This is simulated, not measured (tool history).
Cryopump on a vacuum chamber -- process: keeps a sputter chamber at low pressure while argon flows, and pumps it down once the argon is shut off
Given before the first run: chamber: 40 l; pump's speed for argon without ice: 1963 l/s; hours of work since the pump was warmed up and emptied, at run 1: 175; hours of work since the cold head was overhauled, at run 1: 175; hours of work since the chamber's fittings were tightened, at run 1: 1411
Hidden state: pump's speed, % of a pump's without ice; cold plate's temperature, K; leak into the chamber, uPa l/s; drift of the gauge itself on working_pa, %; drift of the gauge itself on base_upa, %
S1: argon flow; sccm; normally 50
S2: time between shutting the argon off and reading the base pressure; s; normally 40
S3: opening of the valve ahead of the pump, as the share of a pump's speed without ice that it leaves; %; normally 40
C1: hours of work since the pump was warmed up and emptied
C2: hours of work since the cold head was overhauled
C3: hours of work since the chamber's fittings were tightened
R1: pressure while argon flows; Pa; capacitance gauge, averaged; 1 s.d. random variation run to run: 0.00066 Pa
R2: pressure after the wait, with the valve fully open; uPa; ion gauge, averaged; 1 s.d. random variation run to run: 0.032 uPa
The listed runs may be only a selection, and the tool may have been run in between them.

run   hour  S1   S2  S3   C1   C2    C3      R1    R2
  1      0  50   40  40  175  175  1411  0.1107  2.82
  2    9.6  50   40  40  182  182  1417  0.1103  2.77
  3   29.6  59   40  40  195  195  1430  0.1321  2.82
  4   40.9  89   40  40  203  203  1438  0.1999  2.77
  5   57.8  50   40  34  214  214  1449  0.1297  2.89
  6   71.9  50   40  34  223  223  1458  0.1304  2.83
  7   90.7  50   40  34  235  235  1471  0.1303  2.99
  8  106.5  50   40  40  246  246  1481  0.1126  2.94
  9  117.6  50   40  29  253  253  1488  0.1518  2.95
 10  133.2  50   22  29  264  264  1499  0.1536  4.13
 11  144.6  50   22  29  271  271  1506  0.1526  4.25
 12  154.3  50   22  29  278  278  1513  0.1536  4.12
 13  163.6  50   22  29  284  284  1519  0.1531  4.19
 14  182.6  50   22  29  296  296  1531  0.1545  4.18
 15  201.5  50   22  29  309  309  1544  0.1541  4.23
 16  219.9  50   22  29  321  321  1556  0.1548  4.35
 17    238  50   22  29  333  333  1568  0.1548  4.32
 18    254  81  128  20  343  343  1579  0.3594  2.03
 19  266.8  40   40  40  352  352  1587  0.0908  3.06
 20  282.4  21   72  49  362  362  1597  0.0401  2.46
 21  293.2  21   72  49  369  369  1605  0.0398  2.42
 22  312.5  70   92  49  382  382  1617  0.1333  2.26
 23  324.5  50  206  34  390  390  1625  0.1336  1.92
 24  336.2  50  206  34  398  398  1633  0.1335  1.94
 25  355.7  50  206  34  411  411  1646  0.1343  1.89

Expected results for the next run?
 26  375.1  80  40  40  424  424  1659   ?   ?

{"run 26": {"R1": 0.1852, "R2": 3.07}}
Take away the tool's hidden state, keep the run-to-run variation as it was, and the same run would have given R1 0.1729 Pa, R2 1.6 uPa.
